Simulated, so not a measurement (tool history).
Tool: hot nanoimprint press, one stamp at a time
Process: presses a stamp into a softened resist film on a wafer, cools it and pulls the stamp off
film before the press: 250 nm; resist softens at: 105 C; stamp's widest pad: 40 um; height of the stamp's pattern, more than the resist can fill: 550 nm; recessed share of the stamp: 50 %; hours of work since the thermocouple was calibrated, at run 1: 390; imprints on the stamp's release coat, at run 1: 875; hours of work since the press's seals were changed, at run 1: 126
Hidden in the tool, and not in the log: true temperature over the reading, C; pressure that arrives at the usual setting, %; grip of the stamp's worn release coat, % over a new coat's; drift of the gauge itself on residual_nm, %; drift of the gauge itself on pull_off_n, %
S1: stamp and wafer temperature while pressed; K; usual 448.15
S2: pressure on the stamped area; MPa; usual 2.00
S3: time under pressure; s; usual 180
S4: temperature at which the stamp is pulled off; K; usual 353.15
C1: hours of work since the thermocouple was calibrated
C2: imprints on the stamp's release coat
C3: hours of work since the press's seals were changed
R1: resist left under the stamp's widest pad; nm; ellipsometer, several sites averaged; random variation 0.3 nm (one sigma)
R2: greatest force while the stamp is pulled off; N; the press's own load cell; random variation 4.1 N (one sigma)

| run | hour | S1 | S2 | S3 | S4 | C1 | C2 | C3 | R1 | R2 |
|---|---|---|---|---|---|---|---|---|---|---|
| 1 | 0.0 | 448.15 | 2.00 | 180 | 353.15 | 390 | 875 | 126 | 132.3 | 263 |
| 2 | 35.9 | 448.15 | 2.00 | 180 | 353.15 | 414 | 1038 | 149 | 132.7 | 279 |
| 3 | 60.1 | 448.15 | 2.00 | 180 | 353.15 | 429 | 1147 | 165 | 132.1 | 283 |
| 4 | 78.0 | 448.15 | 2.00 | 180 | 353.15 | 441 | 1228 | 176 | 132.1 | 287 |
| 5 | 100.6 | 448.15 | 2.00 | 180 | 353.15 | 456 | 1331 | 191 | 132.3 | 305 |
| 6 | 120.0 | 448.15 | 2.00 | 180 | 357.15 | 468 | 1419 | 204 | 133.0 | 271 |
| 7 | 145.4 | 448.15 | 2.00 | 180 | 350.15 | 485 | 1534 | 220 | 132.2 | 332 |
| 8 | 170.3 | 446.15 | 1.84 | 180 | 341.15 | 501 | 1647 | 236 | 146.2 | 412 |
| 9 | 193.3 | 446.15 | 1.84 | 180 | 341.15 | 516 | 1751 | 251 | 147.6 | 440 |
|  | 202.5 | stamp cleaned and given a new release coat |
|  | 213.8 | plate thermocouple calibrated |
| 10 | 237.5 | 455.15 | 1.82 | 171 | 358.15 | 15 | 145 | 274 | 115.7 | 180 |
| 11 | 264.1 | 455.15 | 1.82 | 171 | 358.15 | 33 | 265 | 291 | 115.1 | 188 |
| 12 | 297.7 | 455.15 | 1.82 | 171 | 358.15 | 55 | 418 | 313 | 115.5 | 196 |
| 13 | 318.9 | 455.15 | 1.82 | 171 | 358.15 | 68 | 514 | 327 | 114.8 | 212 |
| 14 | 346.1 | 444.15 | 2.95 | 180 | 353.15 | 86 | 637 | 345 | 128.3 | 245 |

How the hidden state differs across the entries between the runs, from the last listed run before each to the first after it:
Between runs 9 and 10: stamp cleaned and given a new release coat (hour 202.5); plate thermocouple calibrated (hour 213.8)
  true temperature over the reading, C: 0.96 -> 0.23; pressure that arrives at the usual setting, %: 98.56 -> 98.39; grip of the stamp's worn release coat, % over a new coat's: 70.3 -> 5.2
  measured less the result without the state, R1: -3.6 -> +0.1 nm; R2: +177 -> +7 N
